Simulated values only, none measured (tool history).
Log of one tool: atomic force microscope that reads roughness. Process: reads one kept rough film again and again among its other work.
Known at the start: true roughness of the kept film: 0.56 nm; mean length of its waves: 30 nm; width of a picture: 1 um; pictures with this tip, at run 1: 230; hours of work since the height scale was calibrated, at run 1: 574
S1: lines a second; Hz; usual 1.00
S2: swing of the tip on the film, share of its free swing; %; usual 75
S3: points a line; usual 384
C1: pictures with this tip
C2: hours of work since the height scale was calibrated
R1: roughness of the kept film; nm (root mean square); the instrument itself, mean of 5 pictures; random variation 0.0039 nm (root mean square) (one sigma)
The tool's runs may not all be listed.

| run | hour | S1 | S2 | S3 | C1 | C2 | R1 |
|---|---|---|---|---|---|---|---|
| 1 | 0.0 | 1.00 | 75 | 384 | 230 | 574 | 0.532 |
|  | 15.0 | new tip fitted |
| 2 | 18.7 | 1.00 | 75 | 384 | 8 | 588 | 0.533 |
| 3 | 47.8 | 1.00 | 75 | 384 | 76 | 609 | 0.538 |
| 4 | 61.8 | 0.94 | 75 | 384 | 109 | 619 | 0.542 |
| 5 | 84.7 | 0.94 | 75 | 384 | 162 | 636 | 0.537 |
| 6 | 110.1 | 0.94 | 75 | 384 | 222 | 655 | 0.531 |
|  | 128.6 | new tip fitted |
| 7 | 133.8 | 0.94 | 75 | 384 | 12 | 672 | 0.537 |
| 8 | 165.6 | 0.66 | 75 | 384 | 86 | 695 | 0.537 |
| 9 | 190.9 | 0.66 | 75 | 384 | 145 | 714 | 0.535 |
| 10 | 221.9 | 0.66 | 75 | 384 | 218 | 737 | 0.543 |
|  | 241.4 | new tip fitted |
| 11 | 245.1 | 2.72 | 75 | 384 | 9 | 753 | 0.514 |
| 12 | 265.5 | 2.72 | 75 | 384 | 56 | 768 | 0.510 |
| 13 | 279.5 | 2.72 | 75 | 384 | 89 | 778 | 0.515 |
| 14 | 309.5 | 2.72 | 75 | 384 | 159 | 800 | 0.514 |
| 15 | 331.5 | 1.00 | 75 | 628 | 210 | 817 | 0.543 |

The next listed run, before its measurement:
| 16 | 345.3 | 1.00 | 75 | 628 | 243 | 827 | ? |

R1: 0.535 nm (root mean square)
Without the tool's hidden state the same run would have given R1 0.538 nm (root mean square).

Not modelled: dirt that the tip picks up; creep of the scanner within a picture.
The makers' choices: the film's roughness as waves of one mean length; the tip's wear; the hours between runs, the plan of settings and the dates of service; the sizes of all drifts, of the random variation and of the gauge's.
